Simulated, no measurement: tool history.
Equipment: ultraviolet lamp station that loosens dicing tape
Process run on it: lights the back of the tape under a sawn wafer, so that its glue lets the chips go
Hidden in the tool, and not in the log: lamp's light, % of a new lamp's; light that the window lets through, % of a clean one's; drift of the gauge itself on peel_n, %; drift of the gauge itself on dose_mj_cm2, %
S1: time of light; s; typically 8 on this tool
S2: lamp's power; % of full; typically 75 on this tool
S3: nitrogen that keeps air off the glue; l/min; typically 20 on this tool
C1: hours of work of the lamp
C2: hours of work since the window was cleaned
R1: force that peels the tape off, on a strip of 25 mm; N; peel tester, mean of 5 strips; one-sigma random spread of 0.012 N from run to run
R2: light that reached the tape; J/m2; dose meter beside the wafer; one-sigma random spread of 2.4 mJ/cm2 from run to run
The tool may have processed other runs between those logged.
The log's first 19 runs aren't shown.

| run | hour | S1 | S2 | S3 | C1 | C2 | R1 | R2 |
|---|---|---|---|---|---|---|---|---|
| 20 | 1342.5 | 8 | 75 | 20 | 1187 | 140 | 1.437 | 1730 |
| 21 | 1386.1 | 8 | 75 | 20 | 1205 | 158 | 1.402 | 1710 |
| 22 | 1467.5 | 4 | 75 | 7 | 1239 | 192 | 5.774 | 820 |
| 23 | 1558.0 | 5 | 66 | 8 | 1276 | 229 | 5.245 | 870 |
| 24 | 1616.8 | 5 | 66 | 8 | 1300 | 254 | 5.227 | 850 |
| 25 | 1666.6 | 8 | 65 | 11 | 1321 | 274 | 3.010 | 1370 |
| 26 | 1733.3 | 8 | 65 | 11 | 1348 | 302 | 3.065 | 1310 |
| 27 | 1800.8 | 8 | 65 | 11 | 1376 | 330 | 3.290 | 1280 |
|  | 1819.8 | window cleaned of glue's vapour |
| 28 | 1842.9 | 8 | 75 | 35 | 1394 | 10 | 1.027 | 1710 |
| 29 | 1905.3 | 10 | 92 | 21 | 1419 | 35 | 0.609 | 2520 |
| 30 | 1970.9 | 10 | 92 | 21 | 1446 | 62 | 0.636 | 2470 |
| 31 | 2040.2 | 10 | 92 | 21 | 1475 | 91 | 0.665 | 2460 |
| 32 | 2094.4 | 10 | 92 | 21 | 1497 | 113 | 0.709 | 2390 |
| 33 | 2175.4 | 7 | 94 | 21 | 1531 | 147 | 1.486 | 1680 |
| 34 | 2242.0 | 7 | 94 | 21 | 1558 | 174 | 1.459 | 1610 |
| 35 | 2283.2 | 5 | 94 | 7 | 1575 | 192 | 4.294 | 1140 |
| 36 | 2359.3 | 4 | 77 | 17 | 1607 | 223 | 4.852 | 700 |
| 37 | 2401.7 | 10 | 65 | 36 | 1624 | 240 | 1.273 | 1520 |
| 38 | 2460.2 | 6 | 62 | 13 | 1649 | 265 | 4.694 | 870 |
|  | 2508.6 | lamp changed |
| 39 | 2524.9 | 6 | 81 | 13 | 7 | 291 | 1.588 | 1960 |
| 40 | 2584.0 | 6 | 81 | 13 | 31 | 315 | 1.623 | 1900 |
|  | 2638.2 | window cleaned of glue's vapour |
| 41 | 2666.4 | 8 | 60 | 8 | 65 | 12 | 1.847 | 2080 |
| 42 | 2761.1 | 9 | 74 | 21 | 104 | 51 | 0.493 | 2850 |

Predict each of these 5 candidate next runs independently; none follows another, all start after run 42:
| A | 2839.2 | 8 | 72 | 20 | 136 | 83 | ? | ? |
| B | 2839.2 | 13 | 74 | 21 | 136 | 83 | ? | ? |
| C | 2839.2 | 9 | 74 | 14 | 136 | 83 | ? | ? |
| D | 2839.2 | 5 | 74 | 21 | 136 | 83 | ? | ? |
| E | 2839.2 | 11 | 75 | 8 | 136 | 83 | ? | ? |

| run | R1 | R2 |
|---|---|---|
| A | 0.738 | 2370 |
| B | 0.285 | 3970 |
| C | 0.706 | 2810 |
| D | 1.757 | 1530 |
| E | 0.707 | 3430 |
What these runs would have given with no unlogged condition in the tool:
| run | R1 | R2 |
|---|---|---|
| A | 0.614 | 2580 |
| B | 0.263 | 4330 |
| C | 0.587 | 3050 |
| D | 1.503 | 1670 |
| E | 0.588 | 3740 |
